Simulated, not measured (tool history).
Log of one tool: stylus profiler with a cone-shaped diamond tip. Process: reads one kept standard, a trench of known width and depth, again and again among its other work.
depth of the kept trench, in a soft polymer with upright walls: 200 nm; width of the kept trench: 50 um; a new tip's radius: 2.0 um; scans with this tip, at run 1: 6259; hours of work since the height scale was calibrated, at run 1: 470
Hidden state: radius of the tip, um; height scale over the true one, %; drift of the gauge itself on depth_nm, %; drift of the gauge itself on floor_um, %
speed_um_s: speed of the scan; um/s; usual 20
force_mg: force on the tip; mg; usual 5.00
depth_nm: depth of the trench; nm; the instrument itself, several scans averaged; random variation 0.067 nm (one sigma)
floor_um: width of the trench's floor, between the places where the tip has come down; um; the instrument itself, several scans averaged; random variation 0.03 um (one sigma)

| run | hour | speed_um_s | force_mg | scans with this tip | hours of work since the height scale was calibrated | depth_nm | floor_um |
|---|---|---|---|---|---|---|---|
| 1 | 0.0 | 20 | 5.00 | 6259 | 470 | 202.76 | 47.56 |
| 2 | 14.6 | 20 | 5.00 | 6382 | 479 | 202.78 | 47.56 |
| 3 | 37.8 | 20 | 5.00 | 6578 | 493 | 202.61 | 47.54 |
| 4 | 58.2 | 20 | 5.00 | 6749 | 506 | 202.69 | 47.57 |
| 5 | 86.3 | 20 | 5.00 | 6987 | 524 | 202.67 | 47.53 |
| 6 | 105.9 | 20 | 5.00 | 7152 | 537 | 202.79 | 47.54 |
| 7 | 118.7 | 20 | 5.00 | 7260 | 545 | 202.68 | 47.58 |
| 8 | 132.7 | 20 | 5.00 | 7378 | 554 | 202.87 | 47.48 |
| 9 | 147.7 | 20 | 7.40 | 7504 | 563 | 203.52 | 47.48 |
| 10 | 164.8 | 20 | 7.40 | 7649 | 574 | 203.36 | 47.49 |
| 11 | 185.1 | 20 | 7.40 | 7820 | 587 | 203.41 | 47.48 |
| 12 | 216.5 | 20 | 7.40 | 8085 | 607 | 203.55 | 47.49 |
| 13 | 240.5 | 20 | 7.40 | 8288 | 622 | 203.56 | 47.40 |
| 14 | 254.9 | 20 | 7.40 | 8409 | 631 | 203.48 | 47.45 |
| 15 | 268.4 | 20 | 7.40 | 8523 | 639 | 203.55 | 47.40 |
| 16 | 282.4 | 46 | 5.00 | 8641 | 648 | 202.97 | 47.40 |
| 17 | 305.0 | 46 | 5.00 | 8831 | 663 | 202.82 | 47.36 |
| 18 | 329.2 | 20 | 5.00 | 9035 | 678 | 202.92 | 47.36 |
| 19 | 347.6 | 20 | 5.00 | 9191 | 690 | 202.93 | 47.34 |
| 20 | 371.4 | 40 | 5.00 | 9392 | 705 | 202.81 | 47.30 |
| 21 | 386.7 | 20 | 5.00 | 9521 | 714 | 202.90 | 47.32 |
| 22 | 401.6 | 20 | 5.00 | 9647 | 724 | 202.94 | 47.38 |
| 23 | 428.6 | 20 | 4.37 | 9874 | 741 | 202.81 | 47.31 |
| 24 | 448.3 | 6 | 4.37 | 10041 | 753 | 202.78 | 47.28 |
| 25 | 461.6 | 23 | 3.91 | 10152 | 762 | 202.60 | 47.28 |
| 26 | 484.3 | 12 | 1.69 | 10344 | 776 | 201.76 | 47.22 |
| 27 | 506.2 | 73 | 14.20 | 10529 | 790 | 205.27 | 47.26 |
| 28 | 524.6 | 26 | 1.67 | 10684 | 801 | 201.83 | 47.21 |
| 29 | 541.6 | 26 | 1.67 | 10828 | 812 | 201.97 | 47.16 |
| 30 | 565.1 | 26 | 1.67 | 11025 | 827 | 201.86 | 47.18 |
| 31 | 588.8 | 23 | 14.59 | 11225 | 842 | 205.40 | 47.21 |
| 32 | 607.0 | 60 | 5.67 | 11379 | 854 | 203.28 | 47.17 |
| 33 | 624.4 | 63 | 5.82 | 11526 | 865 | 203.26 | 47.08 |
| 34 | 639.0 | 20 | 4.66 | 11649 | 874 | 202.97 | 47.17 |
| 35 | 653.2 | 20 | 4.66 | 11769 | 883 | 203.01 | 47.11 |
| 36 | 680.2 | 11 | 5.28 | 11997 | 900 | 203.27 | 47.22 |
| 37 | 705.8 | 56 | 1.86 | 12212 | 916 | 201.88 | 47.03 |
| 38 | 719.4 | 56 | 1.86 | 12327 | 925 | 202.11 | 47.02 |
| 39 | 746.2 | 56 | 1.86 | 12553 | 942 | 201.99 | 46.97 |
| 40 | 760.7 | 56 | 1.86 | 12676 | 951 | 202.00 | 46.96 |
| 41 | 774.4 | 59 | 13.73 | 12791 | 960 | 205.29 | 47.08 |
| 42 | 789.1 | 7 | 4.36 | 12915 | 969 | 202.96 | 47.18 |
| 43 | 811.9 | 31 | 10.81 | 13108 | 983 | 204.81 | 47.12 |
| 44 | 829.2 | 6 | 4.20 | 13253 | 994 | 203.01 | 47.03 |
| 45 | 853.3 | 6 | 4.20 | 13457 | 1009 | 203.07 | 47.08 |
| 46 | 882.0 | 6 | 4.20 | 13699 | 1028 | 202.99 | 47.06 |

4 ways to go on from here, each from the tool as it stands after run 46. What would each give?
| A | 910.9 | 16 | 2.82 | 13943 | 1046 | ? | ? |
| B | 910.9 | 17 | 6.99 | 13943 | 1046 | ? | ? |
| C | 910.9 | 21 | 8.73 | 13943 | 1046 | ? | ? |
| D | 910.9 | 48 | 2.91 | 13943 | 1046 | ? | ? |

| run | depth_nm | floor_um |
|---|---|---|
| A | 202.45 | 46.95 |
| B | 203.98 | 47.04 |
| C | 204.33 | 47.01 |
| D | 202.61 | 46.92 |
Without the tool's hidden state the same runs would have given:
| run | depth_nm | floor_um |
|---|---|---|
| A | 201.49 | 48.15 |
| B | 203.01 | 48.25 |
| C | 203.35 | 48.22 |
| D | 201.64 | 48.13 |
